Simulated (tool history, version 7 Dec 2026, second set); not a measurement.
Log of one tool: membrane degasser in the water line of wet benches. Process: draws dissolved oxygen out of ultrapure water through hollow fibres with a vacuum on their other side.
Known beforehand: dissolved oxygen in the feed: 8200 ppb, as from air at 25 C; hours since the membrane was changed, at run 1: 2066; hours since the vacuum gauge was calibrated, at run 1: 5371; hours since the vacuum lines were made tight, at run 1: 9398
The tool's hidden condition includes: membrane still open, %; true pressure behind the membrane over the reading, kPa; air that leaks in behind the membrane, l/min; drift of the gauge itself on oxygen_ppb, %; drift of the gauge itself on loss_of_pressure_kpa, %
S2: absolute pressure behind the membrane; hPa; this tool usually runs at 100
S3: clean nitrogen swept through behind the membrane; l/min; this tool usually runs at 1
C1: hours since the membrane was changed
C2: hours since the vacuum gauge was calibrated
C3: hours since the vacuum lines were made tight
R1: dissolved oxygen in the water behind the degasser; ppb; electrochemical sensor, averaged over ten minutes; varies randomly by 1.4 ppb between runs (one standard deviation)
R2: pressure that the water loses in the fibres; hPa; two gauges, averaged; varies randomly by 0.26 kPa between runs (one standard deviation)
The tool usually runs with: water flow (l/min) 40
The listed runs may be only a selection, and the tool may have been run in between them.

run 1 hour=0 | water_flow_(l/min)=40 S2=100 S3=1 | C1=2066 C2=5371 C3=9398 | R1=541.8 R2=697.7
run 2 hour=64.7 | water_flow_(l/min)=40 S2=100 S3=1 | C1=2130 C2=5436 C3=9463 | R1=545.1 R2=701.6
run 3 hour=120.4 | water_flow_(l/min)=40 S2=100 S3=1 | C1=2186 C2=5491 C3=9518 | R1=545.4 R2=699.5
run 4 hour=203 | water_flow_(l/min)=40 S2=100 S3=1 | C1=2269 C2=5574 C3=9601 | R1=544.6 R2=702.7
run 5 hour=274 | water_flow_(l/min)=40 S2=100 S3=1 | C1=2340 C2=5645 C3=9672 | R1=542.6 R2=699.6
run 6 hour=342.4 | water_flow_(l/min)=40 S2=100 S3=1.29 | C1=2408 C2=5713 C3=9740 | R1=453.2 R2=701.3
-- hour=437.8 seals of the vacuum lines changed
run 7 hour=438.6 | water_flow_(l/min)=47 S2=100 S3=1 | C1=2502 C2=5807 C3=1 | R1=620.1 R2=820.9
run 8 hour=516.5 | water_flow_(l/min)=47 S2=100 S3=1 | C1=2580 C2=5885 C3=79 | R1=622.4 R2=822.5
run 9 hour=572 | water_flow_(l/min)=31 S2=64 S3=0.59 | C1=2636 C2=5941 C3=134 | R1=323.8 R2=540.3
run 10 hour=615.9 | water_flow_(l/min)=45 S2=87 S3=2.38 | C1=2680 C2=5985 C3=178 | R1=263 R2=791.9
run 11 hour=671.7 | water_flow_(l/min)=31 S2=114 S3=0.4 | C1=2735 C2=6040 C3=234 | R1=994 R2=542.7
run 12 hour=713.4 | water_flow_(l/min)=40 S2=100 S3=1.83 | C1=2777 C2=6082 C3=276 | R1=345.9 R2=698.8
run 13 hour=797.7 | water_flow_(l/min)=50 S2=171 S3=1.87 | C1=2861 C2=6166 C3=360 | R1=778 R2=881.9
run 14 hour=861.3 | water_flow_(l/min)=50 S2=171 S3=1.87 | C1=2925 C2=6230 C3=423 | R1=774.9 R2=873.5
run 15 hour=950.6 | water_flow_(l/min)=50 S2=171 S3=1.61 | C1=3014 C2=6319 C3=513 | R1=870.9 R2=878.2

4 ways to go on from here, each from the tool as it stands after run 15. What would each give?
run A hour=1022.4 | water_flow_(l/min)=40 S2=92 S3=1.08 | C1=3086 C2=6391 C3=585 | R1=? R2=?
run B hour=1022.4 | water_flow_(l/min)=35 S2=171 S3=1.78 | C1=3086 C2=6391 C3=585 | R1=? R2=?
run C hour=1022.4 | water_flow_(l/min)=47 S2=100 S3=1 | C1=3086 C2=6391 C3=585 | R1=? R2=?
run D hour=1022.4 | water_flow_(l/min)=30 S2=104 S3=0.82 | C1=3086 C2=6391 C3=585 | R1=? R2=?

run=A R1=460.9 R2=702.4
run=B R1=593.4 R2=615.4
run=C R1=620.5 R2=827.7
run=D R1=522.1 R2=525.9
Without the tool's unlogged condition, the same runs would have read:
run=A R1=455.4 R2=688.9
run=B R1=589.8 R2=603.6
run=C R1=613.7 R2=811.9
run=D R1=517.9 R2=515.8
